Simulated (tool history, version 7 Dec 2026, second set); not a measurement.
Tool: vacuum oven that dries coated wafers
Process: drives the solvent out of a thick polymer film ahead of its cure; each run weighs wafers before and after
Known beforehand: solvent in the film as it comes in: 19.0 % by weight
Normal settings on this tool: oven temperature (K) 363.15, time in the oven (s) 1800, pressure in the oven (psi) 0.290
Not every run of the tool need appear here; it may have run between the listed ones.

run	hour	oven temperature (K)	time in the oven (s)	pressure in the oven (psi)	solvent left in the film (%)
1	0.0	363.15	1800	0.290	1.791
2	18.6	363.15	1800	0.241	1.618
3	27.2	363.15	1800	0.241	1.617
4	46.4	374.15	1800	0.290	0.896
5	55.0	374.15	1800	0.290	0.900
6	73.9	374.15	1800	0.290	0.900
7	84.9	363.15	1800	0.290	1.784
8	105.2	363.15	1800	0.290	1.791
9	117.9	363.15	1800	0.290	1.799
10	132.8	363.15	1800	0.290	1.791
11	142.4	364.15	1800	0.290	1.660
# hour 153.0: oven's thermocouples calibrated
12	156.9	364.15	1800	0.290	1.871
13	177.3	364.15	1800	0.393	2.257
14	188.9	364.15	1800	0.393	2.254
15	199.9	363.15	1800	0.290	2.009
16	214.7	363.15	1800	0.290	1.990
17	225.2	363.15	1800	0.290	1.989
18	241.0	363.15	1800	0.290	1.991
19	257.4	363.15	1800	0.290	2.008
20	269.2	363.15	1800	0.290	1.992
21	279.9	363.15	3240	0.290	1.323
22	298.9	363.15	1800	0.418	2.485
23	311.3	363.15	1800	0.418	2.473
24	325.7	363.15	1800	0.418	2.478
25	338.0	364.15	1800	0.157	1.391
26	356.5	348.15	1800	0.376	5.556
27	372.6	362.15	2280	0.722	3.428
28	388.0	367.15	1020	0.290	3.095
29	403.5	367.15	1020	0.290	3.082
30	418.1	367.15	1020	0.393	3.392
31	427.9	349.15	960	0.247	7.608
32	442.2	370.15	1800	0.244	1.131
33	453.4	363.15	1800	0.875	4.195
34	463.2	369.15	960	0.254	2.862
35	476.2	369.15	1920	0.429	1.709
36	491.7	368.15	3060	0.429	1.550
37	501.6	371.15	1800	0.402	1.508
38	510.5	358.15	3060	0.290	1.777
39	522.1	363.15	3180	0.524	2.268
40	541.9	355.15	1080	0.461	6.269
41	554.0	355.15	1080	0.461	6.286
42	571.8	355.15	1080	0.461	6.292
43	588.0	360.15	1920	0.290	2.294
44	598.3	360.15	1140	0.238	3.916
45	610.3	363.15	1800	0.439	2.575
46	628.2	373.15	900	1.121	4.533

5 options for the next run, each taken on its own from the tool as it stands now. Forecast them:
A	640.9	354.15	1620	0.759	?
B	640.9	358.15	1980	0.290	?
C	640.9	351.15	1920	1.121	?
D	640.9	357.15	2580	0.196	?
E	640.9	363.15	1800	0.759	?

run	solvent left in the film (%)
A	6.251
B	2.506
C	8.582
D	1.658
E	3.761
What these runs would have given with no unlogged condition in the tool:
run	solvent left in the film (%)
A	6.077
B	2.338
C	8.386
D	1.473
E	3.623
